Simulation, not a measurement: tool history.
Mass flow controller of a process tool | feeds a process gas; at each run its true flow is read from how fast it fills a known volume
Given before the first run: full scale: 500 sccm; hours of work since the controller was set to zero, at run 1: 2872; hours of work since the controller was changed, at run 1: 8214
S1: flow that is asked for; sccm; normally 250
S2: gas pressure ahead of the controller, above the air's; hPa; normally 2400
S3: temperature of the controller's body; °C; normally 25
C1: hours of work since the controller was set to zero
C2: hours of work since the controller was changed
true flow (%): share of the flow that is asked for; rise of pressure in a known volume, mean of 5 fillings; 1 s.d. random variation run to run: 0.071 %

Run 1, hour 0: usual settings; C1 2872; C2 8214. Result: true flow (%) 101.71.
Run 2, hour 231.2: usual settings but S3 27 °C; C1 2995; C2 8337. Result: true flow (%) 101.85.
Run 3, hour 423.1: usual settings; C1 3097; C2 8439. Result: true flow (%) 101.9.
Run 4, hour 633.2: usual settings; C1 3209; C2 8551. Result: true flow (%) 101.92.
Run 5, hour 874.3: usual settings but S2 2260 hPa; C1 3338; C2 8679. Result: true flow (%) 101.65.
At hour 905.8: controller's zero set anew.
Run 6, hour 1177.6: usual settings but S1 52 sccm, S2 1990 hPa, S3 28 °C; C1 145; C2 8841. Result: true flow (%) 105.25.
Run 7, hour 1442.7: usual settings but S1 52 sccm, S2 2620 hPa, S3 28 °C; C1 286; C2 8982. Result: true flow (%) 105.72.
Run 8, hour 1631.7: usual settings but S1 52 sccm, S2 2620 hPa, S3 22 °C; C1 386; C2 9082. Result: true flow (%) 106.02.
Run 9, hour 1846: usual settings but S1 52 sccm, S2 2620 hPa, S3 22 °C; C1 500; C2 9196. Result: true flow (%) 106.
Run 10, hour 2019.8: usual settings but S1 52 sccm, S2 2620 hPa, S3 22 °C; C1 593; C2 9289. Result: true flow (%) 106.27.

Consider 3 possible next runs. They are alternatives, not a sequence: every one starts from the tool as it was left by run 10. What does each give?
At hour 2315.3: controller's zero set anew, once more.
Run A, hour 2384.4: usual settings but S2 1970 hPa, S3 30 °C; C1 37; C2 9483. Result: true flow (%) ?.
At hour 2315.3: controller's zero set anew, once more.
Run B, hour 2384.4: usual settings but S1 308 sccm; C1 37; C2 9483. Result: true flow (%) ?.
At hour 2315.3: controller's zero set anew, once more.
Run C, hour 2384.4: usual settings but S1 79 sccm, S2 2050 hPa, S3 36 °C; C1 37; C2 9483. Result: true flow (%) ?.

run  true flow (%)
  A         100.89
  B         101.42
  C         100.66
With no hidden state in the tool, these same runs would have given:
run  true flow (%)
  A          99.58
  B         100.12
  C          99.24

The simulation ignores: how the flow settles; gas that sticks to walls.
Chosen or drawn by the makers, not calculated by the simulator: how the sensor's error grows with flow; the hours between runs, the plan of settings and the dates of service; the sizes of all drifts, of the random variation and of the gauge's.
